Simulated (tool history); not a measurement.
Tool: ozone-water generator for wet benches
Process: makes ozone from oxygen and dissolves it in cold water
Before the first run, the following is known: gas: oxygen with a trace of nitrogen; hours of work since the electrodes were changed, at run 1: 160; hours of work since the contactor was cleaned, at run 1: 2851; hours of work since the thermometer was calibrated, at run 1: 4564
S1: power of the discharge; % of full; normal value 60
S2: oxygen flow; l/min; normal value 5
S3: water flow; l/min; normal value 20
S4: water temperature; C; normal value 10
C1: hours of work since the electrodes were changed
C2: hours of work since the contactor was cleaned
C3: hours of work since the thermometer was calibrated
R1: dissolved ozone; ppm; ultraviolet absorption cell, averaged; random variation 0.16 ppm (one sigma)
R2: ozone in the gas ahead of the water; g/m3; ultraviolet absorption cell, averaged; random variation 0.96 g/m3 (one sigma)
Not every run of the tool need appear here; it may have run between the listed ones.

{"run": 1, "hour": 0.0, "S1": 60, "S2": 5, "S3": 20, "S4": 10, "C1": 160, "C2": 2851, "C3": 4564, "R1": 20.9, "R2": 162.9}
{"run": 2, "hour": 94.0, "S1": 60, "S2": 5, "S3": 20, "S4": 10, "C1": 230, "C2": 2921, "C3": 4634, "R1": 20.8, "R2": 163.2}
{"run": 3, "hour": 173.6, "S1": 60, "S2": 5, "S3": 20, "S4": 10, "C1": 289, "C2": 2980, "C3": 4693, "R1": 20.4, "R2": 160.1}
{"run": 4, "hour": 236.1, "S1": 60, "S2": 5, "S3": 20, "S4": 10, "C1": 335, "C2": 3027, "C3": 4739, "R1": 20.5, "R2": 161.4}
{"run": 5, "hour": 327.8, "S1": 60, "S2": 5, "S3": 20, "S4": 10, "C1": 404, "C2": 3095, "C3": 4808, "R1": 20.6, "R2": 161}
{"run": 6, "hour": 404.5, "S1": 60, "S2": 5, "S3": 20, "S4": 10, "C1": 461, "C2": 3152, "C3": 4865, "R1": 20.5, "R2": 160.5}
{"run": 7, "hour": 481.6, "S1": 60, "S2": 5, "S3": 20, "S4": 10, "C1": 518, "C2": 3209, "C3": 4922, "R1": 20.4, "R2": 161.3}
{"hour": 491.7, "done": "water thermometer calibrated"}
{"run": 8, "hour": 583.9, "S1": 60, "S2": 5, "S3": 20, "S4": 10, "C1": 594, "C2": 3285, "C3": 69, "R1": 20.5, "R2": 160.3}

Predict the results of run 9:
{"run": 9, "hour": 652.2, "S1": 60, "S2": 4.77, "S3": 20, "S4": 6, "C1": 645, "C2": 3336, "C3": 119, "R1": "?", "R2": "?"}

{"run 9": {"R1": 21.2, "R2": 163.8}}
Had the tool carried no hidden state, the very same run would have given R1 22.1 ppm, R2 167.5 g/m3.
